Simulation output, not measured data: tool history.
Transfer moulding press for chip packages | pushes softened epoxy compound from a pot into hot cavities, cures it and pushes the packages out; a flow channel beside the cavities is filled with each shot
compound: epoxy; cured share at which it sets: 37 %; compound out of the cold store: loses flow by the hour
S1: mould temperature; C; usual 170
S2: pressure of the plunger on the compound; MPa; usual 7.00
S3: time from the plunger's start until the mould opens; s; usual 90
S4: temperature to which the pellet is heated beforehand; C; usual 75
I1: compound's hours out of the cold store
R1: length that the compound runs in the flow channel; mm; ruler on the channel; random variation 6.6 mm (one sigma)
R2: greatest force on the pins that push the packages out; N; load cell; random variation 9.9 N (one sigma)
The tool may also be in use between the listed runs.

run    day   S1    S2   S3  S4    I1    R1   R2
  1  0.000  170  7.00   90  75  10.1  1020  776
  2  0.425  170  7.00   90  75  25.8   938  764
     0.546  -- cavities cleaned with cleaning compound and waxed
  3  0.821  170  7.00   90  75  17.4   984  845
  4  1.012  170  7.00   90  72  15.5   996  810
     1.325  -- cavities cleaned with cleaning compound and waxed, once more
  5  1.375  170  7.00   90  72  16.7   986  475
  6  1.575  170  7.00   90  75  31.0   925  507
  7  1.850  170  7.00   90  75   8.5  1015  567
  8  2.108  170  7.00   71  75  41.3   883  856
  9  2.483  170  7.00   71  75  41.8   875  865
 10  2.775  170  7.00   71  75  30.3   927  963
 11  3.067  170  7.00   90  75  38.6   887  659
 12  3.300  170  7.00   90  75  43.1   867  667
 13  3.621  170  7.00   90  75  18.2   963  728
 14  3.804  170  7.00   90  75  21.2   955  728
 15  4.104  172  6.38   79  85  12.3   931  801
 16  4.508  172  6.73  117  78  34.3   877  603
 17  4.917  167  5.36  112  71  27.9   826  682

The next listed run, before its measurement:
 18  5.288  167  8.25  112  67  16.8   ?   ?

Run 18 gave R1 1078 mm, R2 686 N.
Without the tool's hidden state the same run would have given R1 1117 mm, R2 401 N.
